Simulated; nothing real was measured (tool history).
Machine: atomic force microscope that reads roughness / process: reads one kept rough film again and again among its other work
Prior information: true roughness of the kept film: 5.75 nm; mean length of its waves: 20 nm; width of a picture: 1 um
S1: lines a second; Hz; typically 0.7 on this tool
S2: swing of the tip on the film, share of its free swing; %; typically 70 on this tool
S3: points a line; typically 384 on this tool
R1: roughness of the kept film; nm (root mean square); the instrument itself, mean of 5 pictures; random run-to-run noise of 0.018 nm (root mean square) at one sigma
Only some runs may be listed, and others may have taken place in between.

run    hour     S1  S2    S3     R1
  1       0    0.7  70   384   3.74
  2    25.3    0.7  70   384  3.581
       53.4  -- new tip fitted
  3    55.2    0.7  70   384  4.251
  4    71.2    0.7  70   384  4.149
  5    93.3    0.7  70   384  4.023
  6   120.8    0.7  70   384  3.864
  7   144.5    0.7  70   384  3.748
  8   173.2    0.7  70   384  3.609
  9   191.9    0.7  70   384  3.492
 10   215.6    0.7  70   384  3.438
      220.9  -- new tip fitted
 11   241.9    0.7  81   384  4.085
 12   262.2  3.678  70   384  3.682
 13   283.4  3.678  70   384  3.567
 14   307.6  3.678  70   384  3.452
        311  -- height scale calibrated on a step standard
 15   326.2  1.043  70   384  3.651
 16   341.6    0.7  70   384  3.602
 17   364.5    0.7  70   384  3.517
        389  -- new tip fitted
 18   394.1    0.7  56   384  4.325
      397.3  -- height scale calibrated on a step standard, once more
 19   422.8    0.7  56   384  4.094
 20     437  1.431  70   384  3.915
 21   466.2  1.431  70   384  3.727
 22     493    0.7  70   466  3.726
 23   509.5    0.7  70   610  3.635
 24   540.7  1.205  70   384  3.409
      556.4  -- new tip fitted
 25   565.6  1.205  70   384  4.104
 26   578.7    0.7  70   471  4.129
 27   592.6  2.496  80   285  3.559
 28   610.5  0.557  89   505  3.855
 29   623.2  0.557  89   505  3.768
 30   642.6  0.557  58   505   3.84
 31   673.4  1.532  56   595  3.617
 32   694.2   0.88  81   403  3.386
 33   708.9   0.88  81   403   3.36
      724.6  -- new tip fitted
 34   725.9  3.683  73   346   3.82
 35   748.2  2.786  70   787  3.927
 36   770.6  3.083  70   290  3.676
 37   798.9  3.083  70   290  3.554
 38   825.2  1.413  70   524  3.642
 39   849.8  1.413  70   524  3.549
 40     876   1.22  70   524  3.437
      891.3  -- new tip fitted
 41   903.6   1.22  70   524  4.049
 42   929.8   1.22  70   524   3.94
 43   950.6  3.628  63   287  3.609
 44     969  2.809  57  1021  3.765
 45   985.4    0.7  70   620  3.696
 46  1014.9    0.7  70   620  3.532
 47  1043.5    0.7  66   620   3.42
     1057.4  -- new tip fitted
 48  1058.6    0.7  56   550  4.388
 49  1081.3    0.7  56   550  4.249
 50  1101.3  3.103  76   312  3.598
 51  1129.9  3.103  76   312  3.462

Run 52 comes next. What will it give?
 52  1159.3  0.7  70  918   ?

{"run 52": {"R1": 3.765}}
With no hidden state in the tool, this same run would have given R1 4.365 nm (root mean square).

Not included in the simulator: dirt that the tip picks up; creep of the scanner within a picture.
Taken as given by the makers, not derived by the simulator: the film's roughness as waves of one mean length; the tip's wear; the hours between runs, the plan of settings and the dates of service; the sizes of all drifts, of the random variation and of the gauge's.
